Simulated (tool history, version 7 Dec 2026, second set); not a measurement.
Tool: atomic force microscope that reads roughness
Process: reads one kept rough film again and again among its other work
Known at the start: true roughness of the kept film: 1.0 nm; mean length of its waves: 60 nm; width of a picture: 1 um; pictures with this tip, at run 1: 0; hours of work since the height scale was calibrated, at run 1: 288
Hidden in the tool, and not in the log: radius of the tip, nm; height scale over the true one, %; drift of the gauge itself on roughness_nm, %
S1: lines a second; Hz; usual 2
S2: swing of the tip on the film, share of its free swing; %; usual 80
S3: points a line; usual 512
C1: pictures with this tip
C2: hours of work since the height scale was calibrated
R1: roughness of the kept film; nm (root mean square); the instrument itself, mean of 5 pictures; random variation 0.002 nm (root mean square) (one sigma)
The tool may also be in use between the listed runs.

Run 1, hour 0: usual settings; C1 0; C2 288. Result: R1 0.83 nm (root mean square).
Run 2, hour 42.7: usual settings but S3 999; C1 65; C2 316. Result: R1 0.826 nm (root mean square).
Run 3, hour 76.6: usual settings but S3 999; C1 117; C2 337. Result: R1 0.819 nm (root mean square).
Run 4, hour 130.9: usual settings; C1 200; C2 372. Result: R1 0.81 nm (root mean square).
Run 5, hour 161.8: usual settings but S1 0.78 Hz; C1 247; C2 392. Result: R1 0.891 nm (root mean square).
At hour 191.5: new tip fitted.
Run 6, hour 226.8: usual settings but S1 0.78 Hz; C1 54; C2 433. Result: R1 0.906 nm (root mean square).
Run 7, hour 265.8: usual settings but S2 66 %; C1 114; C2 458. Result: R1 0.893 nm (root mean square).
Run 8, hour 306.2: usual settings; C1 175; C2 483. Result: R1 0.813 nm (root mean square).
Run 9, hour 337.2: usual settings; C1 223; C2 503. Result: R1 0.807 nm (root mean square).
Run 10, hour 368: usual settings but S1 1.13 Hz, S2 58 %, S3 508; C1 270; C2 523. Result: R1 0.918 nm (root mean square).
At hour 379.9: new tip fitted.
Run 11, hour 420.7: usual settings but S1 1.13 Hz, S2 58 %, S3 508; C1 62; C2 556. Result: R1 0.946 nm (root mean square).
Run 12, hour 475: usual settings but S1 1.13 Hz, S2 65 %, S3 860; C1 145; C2 591. Result: R1 0.921 nm (root mean square).
At hour 482.2: height scale calibrated on a step standard.
Run 13, hour 509.2: usual settings but S1 1.13 Hz, S2 65 %, S3 860; C1 195; C2 17. Result: R1 0.913 nm (root mean square).
Run 14, hour 559.9: usual settings but S1 1.32 Hz, S3 285; C1 273; C2 50. Result: R1 0.84 nm (root mean square).
At hour 571.9: new tip fitted.
Run 15, hour 623.4: usual settings but S1 1.78 Hz, S2 72 %, S3 394; C1 79; C2 90. Result: R1 0.87 nm (root mean square).
Run 16, hour 680.3: usual settings but S2 83 %; C1 166; C2 126. Result: R1 0.785 nm (root mean square).

5 ways to go on from here, each from the tool as it stands after run 16. What would each give?
Run A, hour 748.8: usual settings but S1 0.81 Hz, S2 76 %; C1 270; C2 170. Result: R1 ?.
Run B, hour 748.8: usual settings but S2 57 %, S3 715; C1 270; C2 170. Result: R1 ?.
Run C, hour 748.8: usual settings but S1 1.97 Hz, S2 55 %, S3 954; C1 270; C2 170. Result: R1 ?.
Run D, hour 748.8: usual settings but S2 83 %, S3 850; C1 270; C2 170. Result: R1 ?.
Run E, hour 748.8: usual settings but S2 84 %, S3 640; C1 270; C2 170. Result: R1 ?.

run     R1
  A  0.883
  B  0.897
  C  0.906
  D  0.778
  E   0.77
Without the tool's hidden state the same runs would have given:
run     R1
  A  0.928
  B  0.943
  C  0.952
  D  0.817
  E  0.809
